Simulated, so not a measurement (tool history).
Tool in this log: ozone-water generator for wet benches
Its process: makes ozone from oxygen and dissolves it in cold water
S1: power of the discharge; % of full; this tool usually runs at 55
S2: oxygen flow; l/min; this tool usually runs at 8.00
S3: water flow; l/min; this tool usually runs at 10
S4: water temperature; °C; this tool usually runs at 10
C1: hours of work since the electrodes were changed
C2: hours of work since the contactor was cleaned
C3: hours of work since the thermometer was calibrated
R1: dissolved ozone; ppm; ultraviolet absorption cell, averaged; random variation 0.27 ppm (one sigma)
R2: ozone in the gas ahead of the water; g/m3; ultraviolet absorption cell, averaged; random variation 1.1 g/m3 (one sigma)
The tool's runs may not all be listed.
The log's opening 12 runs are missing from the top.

run,hour,S1,S2,S3,S4,C1,C2,C3,R1,R2
# hour 645.8: water thermometer calibrated
13,692.2,69,8.00,10,10,1167,3773,36,45.1,227.2
14,774.4,69,8.00,10,10,1231,3837,100,45.0,226.1
15,826.3,55,8.00,10,10,1271,3877,140,39.8,196.1
16,874.8,55,8.00,10,10,1309,3915,178,40.0,197.4
17,929.1,55,8.00,10,10,1351,3957,220,39.2,195.2
18,993.0,44,4.73,15,16,1401,4007,270,24.2,214.4
19,1034.3,44,4.73,15,16,1433,4039,302,24.4,216.3
20,1079.8,98,9.04,14,11,1468,4074,337,45.1,260.1
# hour 1114.8: water thermometer calibrated, once more
21,1159.7,55,6.62,10,10,1530,4136,35,39.5,210.7
22,1243.0,80,8.30,15,11,1595,4201,100,38.2,240.2
23,1289.3,99,6.53,7,12,1631,4237,136,63.1,299.4
24,1357.8,99,13.26,11,12,1684,4290,189,47.2,223.5
25,1403.1,51,14.31,10,11,1719,4325,224,34.3,147.4

Run 26 is up next; what results do you expect?
26,1484.1,56,8.73,13,10,1782,4388,287,?,?

Run 26 measured R1 34.0 ppm, R2 190.4 g/m3.
Without the tool's hidden state the same run would have given R1 36.5 ppm, R2 197.9 g/m3.

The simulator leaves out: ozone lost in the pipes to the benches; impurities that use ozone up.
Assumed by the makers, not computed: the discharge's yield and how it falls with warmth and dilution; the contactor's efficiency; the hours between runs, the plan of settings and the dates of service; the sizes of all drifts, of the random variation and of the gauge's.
